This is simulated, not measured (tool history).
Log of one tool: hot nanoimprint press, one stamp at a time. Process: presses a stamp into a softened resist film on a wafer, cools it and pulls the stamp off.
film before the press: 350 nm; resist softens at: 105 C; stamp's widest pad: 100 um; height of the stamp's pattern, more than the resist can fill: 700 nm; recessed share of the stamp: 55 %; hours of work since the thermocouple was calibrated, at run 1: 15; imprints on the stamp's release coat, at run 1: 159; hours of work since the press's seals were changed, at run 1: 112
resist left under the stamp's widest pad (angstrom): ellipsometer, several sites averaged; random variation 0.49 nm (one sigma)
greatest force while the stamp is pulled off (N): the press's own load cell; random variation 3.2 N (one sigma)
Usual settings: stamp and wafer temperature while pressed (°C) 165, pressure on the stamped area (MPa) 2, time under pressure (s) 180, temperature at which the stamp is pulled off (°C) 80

run,hour,stamp and wafer temperature while pressed (°C),pressure on the stamped area (MPa),time under pressure (s),temperature at which the stamp is pulled off (°C),hours of work since the thermocouple was calibrated,imprints on the stamp's release coat,hours of work since the press's seals were changed,resist left under the stamp's widest pad (angstrom),greatest force while the stamp is pulled off (N)
1,0,165,2,180,80,15,159,112,1616,221
2,4.8,165,2,180,80,18,178,115,1602,226
3,12.5,165,2,180,80,22,208,119,1608,222
4,20.1,165,2,180,80,26,237,123,1610,225
5,25.7,165,2,180,80,29,259,126,1615,228
6,34,165,2,349,80,33,291,130,1228,229
7,38.7,165,2,349,80,36,309,133,1225,229
8,44.6,165,2,349,80,39,332,136,1227,231
9,48.9,165,2,349,80,41,348,138,1225,232
10,57.7,165,2,349,80,46,382,143,1231,233
11,64.2,165,2.09,180,80,49,407,146,1565,231
12,71.9,165,2.09,180,80,54,437,150,1572,233
13,80.8,165,2,180,80,58,472,155,1595,229
14,85.7,165,2,180,80,61,490,158,1602,235
15,93.9,165,2,180,80,65,522,162,1595,237
16,99.2,165,2,180,80,68,543,165,1598,237
17,106.9,164,1.57,180,80,72,572,169,1813,238
18,114.9,164,1.57,335,80,76,603,173,1448,242
19,121,164,1.57,335,80,80,627,177,1442,248
20,128.4,173,2.06,98,80,84,655,181,1497,242
21,136.7,165,2,180,66,88,687,185,1593,295
22,140.8,165,1.57,321,66,90,703,187,1407,297
23,149.3,165,1.57,321,66,95,736,192,1409,298
24,154.9,161,1.77,147,80,98,758,195,2065,247
25,162.6,165,2,109,80,102,788,199,1907,253
26,166.5,158,1.79,109,80,104,803,201,2441,253
27,172.1,158,1.79,109,80,107,824,204,2446,250
28,178.9,165,2.12,180,80,111,851,207,1551,249
29,183.5,165,2.78,271,80,113,868,210,1155,249
30,191.1,165,2.78,271,65,117,898,214,1158,300
31,198.6,165,2.78,271,65,121,927,218,1154,311

Measured less the same run without the tool's hidden state. The same run-to-run variation is in both; the gauge's scatter may not be:
The hidden state here: true temperature over the reading, C; pressure that arrives at the usual setting, %; grip of the stamp's worn release coat, % over a new coat's; drift of the gauge itself on residual_nm, %; drift of the gauge itself on pull_off_n, %.
run,resist left under the stamp's widest pad (angstrom),greatest force while the stamp is pulled off (N)
1,+5,+7
2,+3,+7
3,+3,+9
4,+1,+10
5,+0,+11
6,-1,+11
7,-2,+12
8,-2,+13
9,-3,+14
10,-4,+15
11,-5,+16
12,-6,+17
13,-8,+18
14,-9,+20
15,-9,+20
16,-10,+22
17,-13,+23
18,-13,+24
19,-14,+25
20,-12,+26
21,-15,+33
22,-16,+34
23,-18,+35
24,-22,+29
25,-21,+32
26,-23,+32
27,-24,+32
28,-22,+33
29,-17,+34
30,-18,+42
31,-19,+45
